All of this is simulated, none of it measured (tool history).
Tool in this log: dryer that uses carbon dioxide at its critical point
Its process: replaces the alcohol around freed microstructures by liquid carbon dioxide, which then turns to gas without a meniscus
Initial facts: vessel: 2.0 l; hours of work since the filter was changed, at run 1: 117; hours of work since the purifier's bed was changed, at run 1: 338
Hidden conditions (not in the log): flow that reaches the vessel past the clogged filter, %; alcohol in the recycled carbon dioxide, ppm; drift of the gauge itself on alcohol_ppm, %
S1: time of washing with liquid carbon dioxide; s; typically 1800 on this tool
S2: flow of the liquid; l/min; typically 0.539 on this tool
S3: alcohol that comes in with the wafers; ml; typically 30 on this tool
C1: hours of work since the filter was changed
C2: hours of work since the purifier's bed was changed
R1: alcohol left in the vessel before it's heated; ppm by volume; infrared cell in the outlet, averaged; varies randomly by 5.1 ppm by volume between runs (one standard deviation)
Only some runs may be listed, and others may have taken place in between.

Run 1, hour 0: usual settings; C1 117; C2 338. Result: R1 133 ppm by volume.
Run 2, hour 20: usual settings; C1 129; C2 351. Result: R1 139 ppm by volume.
Run 3, hour 57.6: usual settings but S3 64 ml; C1 153; C2 374. Result: R1 215 ppm by volume.
Run 4, hour 99.1: usual settings but S1 2220 s; C1 179; C2 401. Result: R1 111 ppm by volume.
Run 5, hour 144.9: usual settings but S1 2220 s; C1 208; C2 429. Result: R1 119 ppm by volume.
Run 6, hour 165.4: usual settings; C1 221; C2 442. Result: R1 164 ppm by volume.
At hour 186.4: inlet filter changed.
Run 7, hour 202.7: usual settings; C1 10; C2 465. Result: R1 161 ppm by volume.
Run 8, hour 229.1: usual settings; C1 27; C2 482. Result: R1 162 ppm by volume.
Run 9, hour 256.5: usual settings but S1 1380 s, S2 0.413 l/min, S3 29 ml; C1 44; C2 499. Result: R1 611 ppm by volume.
Run 10, hour 299.1: usual settings but S1 1140 s, S3 34 ml; C1 71; C2 525. Result: R1 590 ppm by volume.
Run 11, hour 341.3: usual settings but S1 1140 s, S3 34 ml; C1 97; C2 552. Result: R1 614 ppm by volume.
Run 12, hour 362.9: usual settings but S1 2280 s, S3 23 ml; C1 111; C2 565. Result: R1 146 ppm by volume.
Run 13, hour 385: usual settings but S1 2040 s, S2 0.493 l/min, S3 23 ml; C1 125; C2 579. Result: R1 161 ppm by volume.
Run 14, hour 430.8: usual settings but S3 48 ml; C1 153; C2 608. Result: R1 233 ppm by volume.
Run 15, hour 472.1: usual settings but S3 48 ml; C1 179; C2 634. Result: R1 248 ppm by volume.

Forecast each of these 3 alternatives for the next run:
Run A, hour 498.7: usual settings but S1 1860 s, S2 0.481 l/min, S3 48 ml; C1 196; C2 651. Result: R1 ?.
Run B, hour 498.7: usual settings but S1 1920 s, S3 88 ml; C1 196; C2 651. Result: R1 ?.
Run C, hour 498.7: usual settings but S3 29 ml; C1 196; C2 651. Result: R1 ?.

run   R1
  A  317
  B  278
  C  208
Without the tool's hidden state the same runs would have given:
run   R1
  A  130
  B   99
  C   48
